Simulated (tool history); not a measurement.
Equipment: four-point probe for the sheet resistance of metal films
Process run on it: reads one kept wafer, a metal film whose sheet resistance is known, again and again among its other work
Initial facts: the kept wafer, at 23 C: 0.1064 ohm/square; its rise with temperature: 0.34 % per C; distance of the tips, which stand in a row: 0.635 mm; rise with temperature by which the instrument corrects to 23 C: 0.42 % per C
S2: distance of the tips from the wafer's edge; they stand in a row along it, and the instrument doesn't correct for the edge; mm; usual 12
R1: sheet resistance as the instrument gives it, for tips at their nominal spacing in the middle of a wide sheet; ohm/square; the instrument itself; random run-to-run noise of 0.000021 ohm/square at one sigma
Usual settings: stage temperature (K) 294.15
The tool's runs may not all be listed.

run 1 hour=0 | stage_temperature_(K)=294.15 S2=12 | R1=0.106749
run 2 hour=19 | stage_temperature_(K)=294.15 S2=5 | R1=0.107464
run 3 hour=37.8 | stage_temperature_(K)=294.15 S2=5 | R1=0.10748
run 4 hour=59.7 | stage_temperature_(K)=294.15 S2=12 | R1=0.106682
run 5 hour=80.3 | stage_temperature_(K)=294.15 S2=12 | R1=0.106715
run 6 hour=103.4 | stage_temperature_(K)=294.15 S2=12 | R1=0.106739
run 7 hour=121.9 | stage_temperature_(K)=294.15 S2=12 | R1=0.106739
run 8 hour=133.7 | stage_temperature_(K)=294.15 S2=7 | R1=0.107004
run 9 hour=156.7 | stage_temperature_(K)=305.15 S2=12 | R1=0.105885
run 10 hour=168.2 | stage_temperature_(K)=305.15 S2=12 | R1=0.105899
run 11 hour=184 | stage_temperature_(K)=294.15 S2=10 | R1=0.106779
run 12 hour=202.7 | stage_temperature_(K)=294.15 S2=10 | R1=0.10677
run 13 hour=220.8 | stage_temperature_(K)=294.15 S2=10 | R1=0.106727
run 14 hour=244.8 | stage_temperature_(K)=294.15 S2=62 | R1=0.106603
run 15 hour=265.9 | stage_temperature_(K)=294.15 S2=62 | R1=0.106585
run 16 hour=286.1 | stage_temperature_(K)=308.15 S2=62 | R1=0.105491
run 17 hour=304.2 | stage_temperature_(K)=308.15 S2=62 | R1=0.105522
run 18 hour=324.2 | stage_temperature_(K)=308.15 S2=62 | R1=0.105505
run 19 hour=335.3 | stage_temperature_(K)=292.15 S2=12 | R1=0.106873
run 20 hour=353 | stage_temperature_(K)=296.15 S2=18 | R1=0.106485
run 21 hour=372.4 | stage_temperature_(K)=303.15 S2=12 | R1=0.106018
run 22 hour=387.4 | stage_temperature_(K)=294.15 S2=23 | R1=0.106588
run 23 hour=411.3 | stage_temperature_(K)=294.15 S2=23 | R1=0.106607
run 24 hour=434 | stage_temperature_(K)=308.15 S2=5 | R1=0.106431
run 25 hour=447.8 | stage_temperature_(K)=301.15 S2=21 | R1=0.106059
run 26 hour=459.6 | stage_temperature_(K)=302.15 S2=5 | R1=0.106869
run 27 hour=470.7 | stage_temperature_(K)=302.15 S2=5 | R1=0.106811
run 28 hour=485.8 | stage_temperature_(K)=300.15 S2=8 | R1=0.106428
run 29 hour=502.7 | stage_temperature_(K)=295.15 S2=14 | R1=0.106607
run 30 hour=519.1 | stage_temperature_(K)=295.15 S2=14 | R1=0.106584
run 31 hour=544.1 | stage_temperature_(K)=299.15 S2=8 | R1=0.106535
run 32 hour=558.4 | stage_temperature_(K)=297.15 S2=8 | R1=0.106666
run 33 hour=577.4 | stage_temperature_(K)=295.15 S2=12 | R1=0.106639
run 34 hour=594.9 | stage_temperature_(K)=297.15 S2=4 | R1=0.107751
run 35 hour=617.1 | stage_temperature_(K)=297.15 S2=4 | R1=0.107702
run 36 hour=639.5 | stage_temperature_(K)=302.15 S2=12 | R1=0.106101

Not shown here: 1 entry made in the log between runs. Locate each between two listed runs and compare the hidden state at the listed run before it with the hidden state at the listed run after it:
Run 19 -> run 20: new probe head fitted (hour 350.1)
  inner tips' distance over the nominal, %: -0.009 -> -0.002; tips' flats over new ones', %: 1 -> 0
